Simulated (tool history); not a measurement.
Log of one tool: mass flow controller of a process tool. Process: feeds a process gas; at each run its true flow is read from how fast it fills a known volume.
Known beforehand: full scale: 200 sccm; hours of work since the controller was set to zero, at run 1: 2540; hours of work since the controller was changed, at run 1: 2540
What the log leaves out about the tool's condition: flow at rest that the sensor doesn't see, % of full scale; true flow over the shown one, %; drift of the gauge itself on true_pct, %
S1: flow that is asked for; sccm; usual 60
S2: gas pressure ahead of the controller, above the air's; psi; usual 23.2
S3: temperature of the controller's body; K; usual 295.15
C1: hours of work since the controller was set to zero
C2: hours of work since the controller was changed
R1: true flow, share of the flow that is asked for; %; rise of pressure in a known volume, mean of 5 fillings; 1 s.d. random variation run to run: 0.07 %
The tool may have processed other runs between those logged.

run,hour,S1,S2,S3,C1,C2,R1
1,0,60,23.2,295.15,2540,2540,98
2,255.8,60,23.2,295.15,2643,2643,98.23
3,492.7,60,23.2,295.15,2737,2737,98.25
4,646.6,60,23.2,295.15,2799,2799,98.33
5,822.8,60,32.6,295.15,2870,2870,98.28
6,1042.8,60,23.2,295.15,2958,2958,98.33
7,1262.4,60,23.2,295.15,3046,3046,98.56
8,1440.5,60,23.2,295.15,3117,3117,98.72
9,1677.4,60,23.2,295.15,3212,3212,98.87
10,1858.1,60,23.2,295.15,3284,3284,98.85
11,2138.9,60,24.4,295.15,3396,3396,98.94
12,2257.7,156,23.2,295.15,3444,3444,100.62
13,2475.1,156,23.2,295.15,3531,3531,100.69
14,2727.6,156,23.2,295.15,3632,3632,101.02
15,2926,156,23.2,295.15,3711,3711,101
# hour 2996.9: gauge calibrated
16,3137.4,60,23.2,295.15,3796,3796,98.06
17,3302.9,60,23.2,295.15,3862,3862,98.22
18,3426.7,60,23.2,295.15,3912,3912,98.19
19,3681.1,60,23.2,295.15,4014,4014,98.43
20,3930.2,60,32.3,295.15,4113,4113,98.43
21,4089,60,23.2,295.15,4177,4177,98.57
22,4238.6,60,34.5,295.15,4237,4237,98.45
# hour 4502.7: controller's zero set anew
23,4509.7,60,34.5,295.15,3,4345,98.66
24,4779.1,60,34.5,295.15,111,4453,98.63
25,4959.8,60,34.5,295.15,183,4525,98.96
26,5185.7,60,34.5,295.15,273,4616,98.99
27,5363,22,23.2,300.15,344,4687,98.04
28,5563.2,60,22.5,300.15,424,4767,98.84
29,5781.1,140,23.2,297.15,512,4854,100.42
30,5912.4,140,22.6,311.15,564,4907,99.34
31,6168.6,140,22.6,299.15,667,5009,100.53
32,6417.7,140,21.3,301.15,767,5109,100.51
33,6631.9,30,40.5,302.15,852,5195,98.54
34,6876.2,60,23.2,313.15,950,5292,98.36
35,7098.9,60,20.7,299.15,1039,5381,99.7
36,7216.2,60,21.3,299.15,1086,5428,99.65
37,7357.7,60,21.3,299.15,1143,5485,99.74
38,7585.8,60,26,295.15,1234,5576,100.01
39,7828,93,23.2,302.15,1331,5673,100.26
40,8035.6,93,23.2,302.15,1414,5756,100.26
41,8233.3,93,23.2,302.15,1493,5836,100.36
42,8353.5,21,23.2,313.15,1541,5884,98.39
43,8476.1,100,23.2,311.15,1590,5933,99.84
44,8728,57,28.3,308.15,1691,6034,99.44
45,9004.9,71,21.8,296.15,1802,6144,100.9
46,9202,71,21.8,296.15,1881,6223,101.02
47,9462.8,71,22.2,296.15,1985,6328,101.16
48,9668.6,58,23.5,296.15,2068,6410,100.96

Alternative continuations, all from the tool just after run 48; predict every row:
A,9952.7,185,26.1,295.15,2181,6524,?
B,9952.7,132,23.5,311.15,2181,6524,?
C,9952.7,99,23.2,295.15,2181,6524,?
D,9952.7,22,23.2,295.15,2181,6524,?

run,R1
A,103.22
B,101.16
C,101.95
D,100.58
Had the tool no hidden state, the same runs would have come out as:
run,R1
A,99.98
B,97.97
C,98.75
D,97.4
